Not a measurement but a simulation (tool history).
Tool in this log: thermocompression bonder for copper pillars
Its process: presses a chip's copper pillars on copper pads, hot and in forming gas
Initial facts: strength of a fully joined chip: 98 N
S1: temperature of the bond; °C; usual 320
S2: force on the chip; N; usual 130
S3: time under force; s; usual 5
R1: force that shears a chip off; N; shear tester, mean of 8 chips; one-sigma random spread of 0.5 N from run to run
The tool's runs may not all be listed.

Run 1, hour 0: usual settings. Result: R1 68.7 N.
Run 2, hour 25.8: usual settings. Result: R1 68.4 N.
Run 3, hour 45.2: usual settings. Result: R1 69.1 N.
Run 4, hour 66.4: usual settings. Result: R1 69.1 N.
Run 5, hour 96.8: usual settings. Result: R1 69.6 N.
Run 6, hour 122.8: usual settings. Result: R1 69.5 N.
Run 7, hour 155.1: usual settings. Result: R1 70.1 N.
Run 8, hour 186: usual settings. Result: R1 69.6 N.
Run 9, hour 219.7: usual settings. Result: R1 69.7 N.
Run 10, hour 261.5: usual settings but S1 340 °C. Result: R1 78.3 N.
Run 11, hour 285.3: usual settings but S1 340 °C. Result: R1 77.8 N.
Run 12, hour 323.1: usual settings. Result: R1 68.8 N.
Run 13, hour 348.1: usual settings. Result: R1 69.6 N.
Run 14, hour 387.4: usual settings. Result: R1 69.7 N.
Run 15, hour 410.5: usual settings. Result: R1 69.1 N.
Run 16, hour 447.5: usual settings. Result: R1 68.7 N.
Run 17, hour 479.3: usual settings. Result: R1 69.2 N.
Run 18, hour 498.5: usual settings. Result: R1 69.4 N.
Run 19, hour 534: usual settings. Result: R1 69 N.
Run 20, hour 567.7: usual settings. Result: R1 69.7 N.
Run 21, hour 590.2: usual settings but S1 335 °C, S2 192 N, S3 4 s. Result: R1 81.2 N.
Run 22, hour 620.5: usual settings but S1 331 °C, S2 172 N, S3 4 s. Result: R1 77.3 N.
Run 23, hour 640.7: usual settings but S1 331 °C, S2 172 N, S3 4 s. Result: R1 77.7 N.
Run 24, hour 664.4: usual settings but S3 3 s. Result: R1 60.1 N.
Run 25, hour 706.3: usual settings but S1 337 °C, S2 95 N, S3 6 s. Result: R1 71.9 N.
Run 26, hour 736.1: usual settings but S1 337 °C, S2 95 N, S3 6 s. Result: R1 72.6 N.
Run 27, hour 754.2: usual settings but S2 188 N, S3 14 s. Result: R1 91.9 N.
Run 28, hour 786.6: usual settings but S1 330 °C, S2 188 N, S3 8 s. Result: R1 87.9 N.
Run 29, hour 804.2: usual settings but S1 330 °C, S2 188 N, S3 8 s. Result: R1 88.4 N.
Run 30, hour 834.6: usual settings but S1 330 °C, S2 188 N, S3 8 s. Result: R1 88.4 N.
Run 31, hour 874.9: usual settings but S1 308 °C, S2 87 N, S3 4 s. Result: R1 49.4 N.
Run 32, hour 903.6: usual settings but S2 155 N. Result: R1 73.2 N.
Run 33, hour 940.4: usual settings but S1 308 °C, S2 122 N, S3 8 s. Result: R1 70.2 N.
Run 34, hour 960.3: usual settings but S1 346 °C, S2 175 N, S3 8 s. Result: R1 89.4 N.
Run 35, hour 979.5: usual settings but S1 339 °C, S2 100 N. Result: R1 71.1 N.
Run 36, hour 1007.4: usual settings but S1 311 °C, S2 192 N, S3 11 s. Result: R1 87.2 N.
Run 37, hour 1034.1: usual settings but S1 311 °C, S2 192 N, S3 11 s. Result: R1 86.5 N.
Run 38, hour 1054: usual settings but S1 299 °C, S2 88 N, S3 3 s. Result: R1 40.9 N.
Run 39, hour 1071.6: usual settings but S1 299 °C, S2 88 N, S3 3 s. Result: R1 40.1 N.

Not shown here: 1 entry made in the log between runs. Locate each between two listed runs and compare the hidden state at the listed run before it with the hidden state at the listed run after it:
In the gap between runs 13 and 14: forming gas filter changed (hour 359.3)
  oxide that the forming gas leaves, % of the face: 0.84 -> 0.51
